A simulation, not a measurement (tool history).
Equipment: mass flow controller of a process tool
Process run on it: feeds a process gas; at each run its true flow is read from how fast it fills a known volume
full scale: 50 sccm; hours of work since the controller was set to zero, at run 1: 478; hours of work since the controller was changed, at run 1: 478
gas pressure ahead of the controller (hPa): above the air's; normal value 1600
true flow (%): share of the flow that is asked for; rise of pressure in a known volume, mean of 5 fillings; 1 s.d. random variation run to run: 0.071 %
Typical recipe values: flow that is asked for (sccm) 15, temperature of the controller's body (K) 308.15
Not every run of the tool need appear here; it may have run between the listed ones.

run	hour	flow that is asked for (sccm)	gas pressure ahead of the controller (hPa)	temperature of the controller's body (K)	hours of work since the controller was set to zero	hours of work since the controller was changed	true flow (%)
1	0	15	1600	308.15	478	478	99.58
2	402.3	15	1600	308.15	666	666	99.5
3	799.4	15	1600	308.15	852	852	99.46
4	1008.7	15	1600	308.15	949	949	99.29
5	1218	15	1600	308.15	1047	1047	99.25
6	1691.8	15	1600	308.15	1269	1269	99.3
7	2192.5	15	2300	308.15	1502	1502	99.26
8	2658.3	15	2300	308.15	1720	1720	99.29
9	2919.3	15	1600	308.15	1842	1842	99.02
10	3234.6	15	1860	308.15	1989	1989	99
11	3604.4	15	1860	308.15	2162	2162	98.91
12	4051.5	15	1860	308.15	2371	2371	99.06
13	4516.4	15	2530	308.15	2588	2588	99.05
14	5024	15	1600	308.15	2825	2825	98.75
15	5425.9	15	1600	306.15	3013	3013	98.59
16	5865.9	8	1600	308.15	3218	3218	97.89
17	6214.1	5	1600	308.15	3381	3381	96.98
18	6692.3	35	1600	308.15	3604	3604	99.32
19	6920.7	15	1600	308.15	3711	3711	98.45
20	7133.5	15	1600	308.15	3810	3810	98.33
21	7618.3	15	1600	308.15	4037	4037	98.44
22	7888.8	15	1600	308.15	4163	4163	98.27
23	8334.9	15	1600	297.15	4372	4372	97.41
24	8625.2	15	1600	294.15	4507	4507	97.24
25	9048.3	6	1810	309.15	4705	4705	96.73
26	9381.2	6	1810	309.15	4860	4860	96.61
27	9719.4	9	1930	308.15	5018	5018	97.47
28	10005	44	1930	308.15	5152	5152	99.35
29	10434.4	44	1930	308.15	5352	5352	99.38
30	10669.1	44	1930	308.15	5462	5462	99.4
31	10925.8	14	2490	308.15	5582	5582	97.88
32	11138.9	14	2490	308.15	5681	5681	97.88
33	11391.8	14	2490	308.15	5799	5799	97.73
34	11722.6	14	2490	308.15	5954	5954	97.77
35	12003.1	15	2460	308.15	6085	6085	97.91
36	12368.9	15	2460	308.15	6256	6256	97.71
37	12773.2	15	2460	308.15	6445	6445	97.71
38	13154.1	15	2460	308.15	6623	6623	97.62
39	13382.5	22	2240	303.15	6729	6729	97.71
40	13645.5	22	2240	303.15	6852	6852	97.69
41	14026.9	22	2180	305.15	7030	7030	97.83
42	14481.1	22	1840	294.15	7242	7242	96.84
# hour 14764.2: controller's zero set anew
43	14991.8	11	1840	294.15	106	7481	97.18
44	15463	8	1550	296.15	326	7701	96.99
45	15804.5	8	2420	299.15	486	7860	97.27
46	16125.5	8	2420	299.15	636	8010	97.14
47	16414.1	9	2520	306.15	771	8145	97.76

Here are 5 independent what-if runs from the current tool condition. What would each one return?
A	16637.3	6	2520	310.15	875	8249	?
B	16637.3	12	1600	308.15	875	8249	?
C	16637.3	44	2520	301.15	875	8249	?
D	16637.3	15	2030	296.15	875	8249	?
E	16637.3	7	2050	306.15	875	8249	?

run	true flow (%)
A	97.8
B	98.05
C	98.65
D	97.27
E	97.36
Without the tool's unlogged condition, the same runs would have read:
run	true flow (%)
A	99.87
B	99.81
C	100.18
D	98.97
E	99.34
